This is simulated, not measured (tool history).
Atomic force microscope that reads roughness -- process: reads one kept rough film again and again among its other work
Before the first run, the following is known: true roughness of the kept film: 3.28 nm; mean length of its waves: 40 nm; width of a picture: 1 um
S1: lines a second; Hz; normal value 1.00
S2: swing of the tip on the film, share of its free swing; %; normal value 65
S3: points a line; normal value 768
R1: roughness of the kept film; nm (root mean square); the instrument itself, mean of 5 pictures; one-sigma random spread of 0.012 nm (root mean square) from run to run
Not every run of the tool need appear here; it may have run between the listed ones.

| run | day | S1 | S2 | S3 | R1 |
|---|---|---|---|---|---|
| 1 | 0.000 | 1.00 | 65 | 768 | 2.931 |
| 2 | 1.192 | 1.00 | 65 | 768 | 2.819 |
| 3 | 2.004 | 2.41 | 65 | 768 | 2.606 |
| 4 | 2.854 | 2.41 | 65 | 768 | 2.573 |
| 5 | 3.579 | 2.41 | 65 | 768 | 2.517 |
| 6 | 4.392 | 1.00 | 65 | 768 | 2.616 |
| 7 | 5.862 | 1.50 | 65 | 768 | 2.485 |
| 8 | 6.962 | 1.50 | 65 | 768 | 2.413 |
| 9 | 8.012 | 1.50 | 65 | 768 | 2.356 |
|  | 8.342 | new tip fitted |
| 10 | 9.375 | 1.50 | 65 | 768 | 2.782 |
| 11 | 10.062 | 1.00 | 65 | 768 | 2.809 |
| 12 | 10.700 | 1.00 | 65 | 768 | 2.765 |
| 13 | 11.704 | 1.00 | 65 | 532 | 2.713 |
| 14 | 12.367 | 1.00 | 65 | 393 | 2.647 |
| 15 | 13.704 | 1.00 | 65 | 393 | 2.558 |
| 16 | 15.042 | 1.00 | 65 | 768 | 2.493 |
| 17 | 16.212 | 1.08 | 65 | 768 | 2.435 |
|  | 16.654 | new tip fitted |
| 18 | 17.271 | 1.00 | 65 | 529 | 2.880 |
| 19 | 18.667 | 1.00 | 65 | 529 | 2.769 |
| 20 | 20.200 | 1.55 | 67 | 529 | 2.597 |
| 21 | 20.908 | 0.98 | 78 | 481 | 2.528 |
| 22 | 21.625 | 1.00 | 87 | 768 | 2.379 |
| 23 | 22.721 | 2.89 | 76 | 629 | 2.136 |
| 24 | 24.167 | 2.58 | 65 | 768 | 2.288 |
| 25 | 24.888 | 0.57 | 65 | 415 | 2.454 |
|  | 25.012 | new tip fitted |
| 26 | 25.642 | 0.57 | 65 | 415 | 2.934 |
| 27 | 26.979 | 1.04 | 65 | 268 | 2.785 |
| 28 | 28.388 | 1.51 | 65 | 302 | 2.626 |
| 29 | 29.679 | 4.00 | 72 | 768 | 2.196 |
| 30 | 30.388 | 1.00 | 65 | 379 | 2.599 |
| 31 | 31.521 | 3.76 | 87 | 389 | 1.732 |
| 32 | 32.504 | 3.78 | 56 | 827 | 2.353 |
|  | 33.442 | new tip fitted |
| 33 | 33.521 | 3.78 | 56 | 827 | 2.805 |
| 34 | 34.500 | 3.78 | 82 | 682 | 2.124 |
| 35 | 35.617 | 3.23 | 65 | 265 | 2.516 |
| 36 | 36.429 | 2.79 | 56 | 265 | 2.646 |
| 37 | 37.900 | 0.96 | 56 | 332 | 2.664 |
| 38 | 38.971 | 1.27 | 56 | 332 | 2.587 |

Below are 5 alternative next runs, each starting from the tool's condition after run 38. Predict each:
| A | 39.671 | 2.82 | 56 | 332 | ? |
| B | 39.671 | 1.68 | 65 | 768 | ? |
| C | 39.671 | 0.85 | 66 | 628 | ? |
| D | 39.671 | 1.00 | 65 | 331 | ? |
| E | 39.671 | 1.00 | 65 | 708 | ? |

| run | R1 |
|---|---|
| A | 2.473 |
| B | 2.458 |
| C | 2.527 |
| D | 2.514 |
| E | 2.535 |
Had the tool no hidden state, the same runs would have come out as:
| run | R1 |
|---|---|
| A | 2.849 |
| B | 2.833 |
| C | 2.912 |
| D | 2.896 |
| E | 2.921 |
